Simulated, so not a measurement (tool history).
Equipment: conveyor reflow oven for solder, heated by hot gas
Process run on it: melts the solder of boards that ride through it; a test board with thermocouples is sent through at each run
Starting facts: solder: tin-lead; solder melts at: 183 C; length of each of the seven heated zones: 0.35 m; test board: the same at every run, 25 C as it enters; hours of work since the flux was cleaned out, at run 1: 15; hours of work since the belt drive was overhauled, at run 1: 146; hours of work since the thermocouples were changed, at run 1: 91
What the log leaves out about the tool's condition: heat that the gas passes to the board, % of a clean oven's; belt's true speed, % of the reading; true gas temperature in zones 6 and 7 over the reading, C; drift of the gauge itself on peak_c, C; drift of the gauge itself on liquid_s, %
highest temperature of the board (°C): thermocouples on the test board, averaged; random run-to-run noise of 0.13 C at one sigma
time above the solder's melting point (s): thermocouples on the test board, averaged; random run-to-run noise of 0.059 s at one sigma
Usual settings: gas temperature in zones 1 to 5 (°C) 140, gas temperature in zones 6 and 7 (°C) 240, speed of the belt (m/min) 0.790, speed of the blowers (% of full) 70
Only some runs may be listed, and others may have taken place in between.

run	hour	gas temperature in zones 1 to 5 (°C)	gas temperature in zones 6 and 7 (°C)	speed of the belt (m/min)	speed of the blowers (% of full)	hours of work since the flux was cleaned out	hours of work since the belt drive was overhauled	hours of work since the thermocouples were changed	highest temperature of the board (°C)	time above the solder's melting point (s)
1	0.0	140	240	0.790	70	15	146	91	225.2	44.50
2	9.0	140	234	0.790	70	19	150	95	219.8	42.07
3	15.2	152	240	0.790	70	22	153	98	227.0	48.24
4	21.1	140	240	0.790	70	24	156	101	225.3	44.43
5	27.7	140	240	0.768	70	27	158	104	225.8	46.14
6	37.9	140	240	0.670	70	31	163	108	229.4	54.92
7	48.4	140	240	0.790	70	36	167	113	225.1	44.43
8	53.2	140	253	0.790	70	38	170	115	236.7	48.73
9	61.7	140	240	0.804	70	42	173	118	224.5	43.38
10	71.7	140	240	0.790	70	46	178	123	225.0	44.41
11	81.5	140	240	0.790	70	50	182	127	224.8	44.38
12	92.1	140	240	0.790	70	55	187	132	224.7	44.29
13	101.2	140	240	0.790	70	59	190	136	224.9	44.36
14	111.4	142	240	0.790	70	63	195	140	225.1	44.95
15	122.0	140	240	0.790	70	68	200	145	224.9	44.40
16	129.8	140	240	0.790	70	71	203	148	224.7	44.39
17	140.2	140	233	0.811	85	76	207	153	220.4	41.47
18	147.2	140	240	0.698	72	79	210	156	228.3	52.25
19	158.2	140	240	0.698	60	84	215	160	226.3	51.18
20	169.2	140	240	0.698	60	89	220	165	226.2	51.01
21	180.1	155	246	0.889	70	93	225	170	228.8	44.24
22	186.4	155	245	0.890	84	96	228	173	230.1	44.66
23	192.4	155	245	0.890	84	99	230	175	230.3	44.70
24	199.1	155	245	0.890	84	102	233	178	230.1	44.69
25	204.7	155	245	0.890	84	104	236	181	230.2	44.74
26	214.7	155	245	0.890	84	108	240	185	230.2	44.70
27	221.7	140	240	0.925	78	111	243	188	220.9	36.07
28	231.6	140	240	0.790	84	116	247	192	226.8	45.30
29	237.8	140	240	0.790	84	118	250	195	226.7	45.30
30	242.8	134	240	0.632	51	121	252	197	226.4	54.92
31	252.2	134	240	0.632	51	125	256	201	226.4	55.05

For some of the steps in highest temperature of the board (°C) from one run to the next: how much would appear even if the tool had no hidden state, given the settings, what came in and random variation, and how much remains for the hidden state plus any gauge scatter that the measured result and the result without hidden state don't share?
Run 2 -> 3: gas temperature in zones 1 to 5 (°C) 140 -> 152, gas temperature in zones 6 and 7 (°C) 234 -> 240. highest temperature of the board (°C) +7.2: hidden state -0.1, all else +7.3.
Run 3 -> 4: gas temperature in zones 1 to 5 (°C) 152 -> 140. highest temperature of the board (°C) -1.7: hidden state +0.1, all else -1.8.
Run 7 -> 8: gas temperature in zones 6 and 7 (°C) 240 -> 253. highest temperature of the board (°C) +11.6: hidden state +0.0, all else +11.6.
Run 8 -> 9: gas temperature in zones 6 and 7 (°C) 253 -> 240, speed of the belt (m/min) 0.790 -> 0.804. highest temperature of the board (°C) -12.2: hidden state +0.0, all else -12.2.
Run 26 -> 27: gas temperature in zones 1 to 5 (°C) 155 -> 140, gas temperature in zones 6 and 7 (°C) 245 -> 240, speed of the belt (m/min) 0.890 -> 0.925, speed of the blowers (% of full) 84 -> 78. highest temperature of the board (°C) -9.3: hidden state -0.1, all else -9.2.
Run 29 -> 30: gas temperature in zones 1 to 5 (°C) 140 -> 134, speed of the belt (m/min) 0.790 -> 0.632, speed of the blowers (% of full) 84 -> 51. highest temperature of the board (°C) -0.3: hidden state +0.2, all else -0.5.
